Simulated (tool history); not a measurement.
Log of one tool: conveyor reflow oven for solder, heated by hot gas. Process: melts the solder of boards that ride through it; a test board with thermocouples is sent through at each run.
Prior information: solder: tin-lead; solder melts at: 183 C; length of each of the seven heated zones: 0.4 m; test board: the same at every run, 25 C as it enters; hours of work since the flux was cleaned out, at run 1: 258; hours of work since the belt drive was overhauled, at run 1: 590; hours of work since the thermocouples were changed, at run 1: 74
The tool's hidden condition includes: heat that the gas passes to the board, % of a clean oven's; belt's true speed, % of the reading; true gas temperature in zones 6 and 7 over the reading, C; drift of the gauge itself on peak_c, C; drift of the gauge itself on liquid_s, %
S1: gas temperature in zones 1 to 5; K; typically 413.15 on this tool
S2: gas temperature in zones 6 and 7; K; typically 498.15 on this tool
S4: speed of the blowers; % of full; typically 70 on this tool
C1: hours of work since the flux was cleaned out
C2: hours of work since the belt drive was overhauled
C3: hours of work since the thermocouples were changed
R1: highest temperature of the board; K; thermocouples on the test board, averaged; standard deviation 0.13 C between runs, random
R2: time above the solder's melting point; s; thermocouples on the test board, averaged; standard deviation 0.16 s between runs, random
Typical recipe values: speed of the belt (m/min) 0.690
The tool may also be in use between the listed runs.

Run 1, hour 0.0: usual settings; C1 258; C2 590; C3 74. Result: R1 479.85 K, R2 43.3 s.
Run 2, hour 16.0: usual settings; C1 267; C2 599; C3 83. Result: R1 479.85 K, R2 43.3 s.
Run 3, hour 34.6: usual settings but S4 64 % of full; C1 278; C2 610; C3 93. Result: R1 478.55 K, R2 41.6 s.
Run 4, hour 62.7: usual settings but speed of the belt (m/min) 0.579; C1 293; C2 625; C3 109. Result: R1 485.05 K, R2 59.1 s.
Run 5, hour 76.7: usual settings but speed of the belt (m/min) 0.579; C1 301; C2 633; C3 117. Result: R1 484.95 K, R2 58.5 s.
Run 6, hour 93.7: usual settings; C1 311; C2 643; C3 127. Result: R1 479.75 K, R2 42.8 s.
Run 7, hour 107.1: usual settings but S1 411.15 K; C1 319; C2 651; C3 134. Result: R1 479.15 K, R2 41.8 s.
Run 8, hour 125.9: usual settings but S1 411.15 K, speed of the belt (m/min) 0.767; C1 329; C2 661; C3 145. Result: R1 475.35 K, R2 32.9 s.
At hour 133.0: flux residue cleaned out of gas plates and filters.
Run 9, hour 147.4: usual settings but S1 411.15 K, speed of the belt (m/min) 0.767; C1 8; C2 670; C3 154. Result: R1 478.05 K, R2 36.3 s.
Run 10, hour 164.0: usual settings but speed of the belt (m/min) 0.683; C1 17; C2 680; C3 163. Result: R1 482.25 K, R2 46.6 s.
Run 11, hour 185.5: usual settings but speed of the belt (m/min) 0.683; C1 30; C2 692; C3 176. Result: R1 482.25 K, R2 46.5 s.
Run 12, hour 213.9: usual settings but S2 489.15 K, speed of the belt (m/min) 0.683; C1 46; C2 708; C3 192. Result: R1 474.95 K, R2 38.7 s.
Run 13, hour 235.5: usual settings but S2 489.15 K, speed of the belt (m/min) 0.683; C1 58; C2 720; C3 204. Result: R1 474.65 K, R2 38.9 s.
Run 14, hour 250.3: usual settings but S2 489.15 K, speed of the belt (m/min) 0.683; C1 66; C2 728; C3 212. Result: R1 474.55 K, R2 38.7 s.
Run 15, hour 277.1: usual settings but S1 408.15 K; C1 81; C2 744; C3 227. Result: R1 481.05 K, R2 42.7 s.
Run 16, hour 295.8: usual settings but S1 400.15 K; C1 92; C2 754; C3 238. Result: R1 478.85 K, R2 39.1 s.
Run 17, hour 312.3: usual settings but S1 406.15 K, speed of the belt (m/min) 0.634, S4 82 % of full; C1 101; C2 763; C3 247. Result: R1 485.15 K, R2 51.9 s.
Run 18, hour 325.5: usual settings but S1 419.15 K, S2 503.15 K, speed of the belt (m/min) 0.648, S4 59 % of full; C1 108; C2 771; C3 254. Result: R1 486.75 K, R2 54.9 s.
Run 19, hour 351.8: usual settings but S1 419.15 K, S2 503.15 K, speed of the belt (m/min) 0.648, S4 59 % of full; C1 123; C2 786; C3 269. Result: R1 486.45 K, R2 54.9 s.
Run 20, hour 370.3: usual settings but S2 512.15 K, S4 64 % of full; C1 134; C2 796; C3 280. Result: R1 491.55 K, R2 52.9 s.
Run 21, hour 383.3: usual settings but S1 402.15 K, speed of the belt (m/min) 0.561; C1 141; C2 803; C3 287. Result: R1 485.75 K, R2 57.9 s.
Run 22, hour 411.2: usual settings but S1 402.15 K, speed of the belt (m/min) 0.561; C1 157; C2 819; C3 303. Result: R1 485.65 K, R2 57.6 s.
Run 23, hour 429.0: usual settings but speed of the belt (m/min) 0.794; C1 167; C2 829; C3 313. Result: R1 476.55 K, R2 33.6 s.
Run 24, hour 444.3: usual settings but S1 415.15 K; C1 175; C2 838; C3 321. Result: R1 481.85 K, R2 46.2 s.
Run 25, hour 467.9: usual settings but S1 417.15 K, S2 505.15 K; C1 189; C2 851; C3 335. Result: R1 487.75 K, R2 51.6 s.
Run 26, hour 482.0: usual settings but S1 406.15 K, S2 499.15 K; C1 197; C2 859; C3 343. Result: R1 480.45 K, R2 42.0 s.
Run 27, hour 503.4: usual settings but S1 399.15 K, S2 499.15 K, speed of the belt (m/min) 0.686; C1 209; C2 871; C3 355. Result: R1 479.15 K, R2 39.0 s.
Run 28, hour 522.8: usual settings but S1 410.15 K, S2 491.15 K, speed of the belt (m/min) 0.576, S4 83 % of full; C1 220; C2 882; C3 366. Result: R1 481.45 K, R2 56.3 s.
Run 29, hour 544.5: usual settings but S1 410.15 K, S2 504.15 K, speed of the belt (m/min) 0.587, S4 57 % of full; C1 232; C2 894; C3 378. Result: R1 487.75 K, R2 58.5 s.
Run 30, hour 567.0: usual settings but S1 410.15 K, S2 504.15 K, speed of the belt (m/min) 0.587, S4 57 % of full; C1 245; C2 907; C3 390. Result: R1 487.75 K, R2 58.7 s.

What would each run have given without the hidden state, its run-to-run variation left as it was?
run      R1    R2
  1  481.35  45.1
  2  481.35  45.1
  3  480.05  43.6
  4  486.25  60.7
  5  486.15  60.1
  6  481.45  44.9
  7  480.95  44.0
  8  477.45  35.6
  9  477.45  35.6
 10  481.65  45.9
 11  481.65  45.9
 12  474.45  38.1
 13  474.25  38.3
 14  474.15  38.2
 15  480.75  42.4
 16  478.65  38.9
 17  484.85  51.6
 18  486.45  54.5
 19  486.25  54.6
 20  491.55  52.8
 21  485.55  57.7
 22  485.45  57.5
 23  476.85  34.0
 24  481.95  46.4
 25  487.95  51.7
 26  480.75  42.5
 27  479.65  39.6
 28  481.35  56.5
 29  487.85  58.6
 30  487.85  58.8
